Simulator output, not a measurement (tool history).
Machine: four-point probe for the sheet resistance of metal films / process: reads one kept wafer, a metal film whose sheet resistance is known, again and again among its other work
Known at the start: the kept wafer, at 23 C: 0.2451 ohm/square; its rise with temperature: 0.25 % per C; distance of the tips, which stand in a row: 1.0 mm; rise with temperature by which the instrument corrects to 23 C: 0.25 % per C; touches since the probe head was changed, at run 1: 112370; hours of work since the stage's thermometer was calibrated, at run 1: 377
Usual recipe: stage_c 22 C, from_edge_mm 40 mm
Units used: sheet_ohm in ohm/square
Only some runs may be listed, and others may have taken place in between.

run     day  stage_c  from_edge_mm  touches since the probe head was changed  hours of work since the stage's thermometer was calibrated  sheet_ohm
  1   0.000       22            40                                    112370                                                         377   0.244137
  2   1.350       22             4                                    113659                                                         400   0.251988
  3   4.025       22            40                                    116209                                                         445   0.244038
  4   6.546       22            40                                    118614                                                         488   0.244066
  5   9.596       22            40                                    121523                                                         540   0.244064
  6  12.129       22            40                                    123941                                                         583   0.243947
  7  14.196       23            40                                    125911                                                         618   0.243944
  8  16.725       23            40                                    128324                                                         661   0.243932
  9  19.229       23            40                                    130712                                                         703   0.243850
 10  22.338       22            40                                    133678                                                         756   0.243840
 11  24.396       23            62                                    135642                                                         791   0.243803
 12  26.646       25             4                                    137787                                                         829   0.251621
 13  28.633       25             4                                    139685                                                         863   0.251621
 14  30.696       33            56                                    141653                                                         898   0.243723
 15  33.896       27            38                                    144706                                                         953   0.243761
 16  37.021       27            38                                    147684                                                        1006   0.243676
 17  39.096       27            32                                    149664                                                        1041   0.243714
 18  41.329       21            32                                    151795                                                        1079   0.243596
 19  43.783       21            32                                    154137                                                        1121   0.243705

What if the next run were any one of these 4? Each begins from the tool's condition after run 19:
  A  45.438       22            50                                    155713                                                        1149          ?
  B  45.438       31            38                                    155713                                                        1149          ?
  C  45.438       29            32                                    155713                                                        1149          ?
  D  45.438       22            45                                    155713                                                        1149          ?

run  sheet_ohm
  A   0.243646
  B   0.243604
  C   0.243744
  D   0.243628
Take away the tool's hidden state, keep each run's random variation, and the runs would have read:
run  sheet_ohm
  A   0.245219
  B   0.245172
  C   0.245314
  D   0.245202
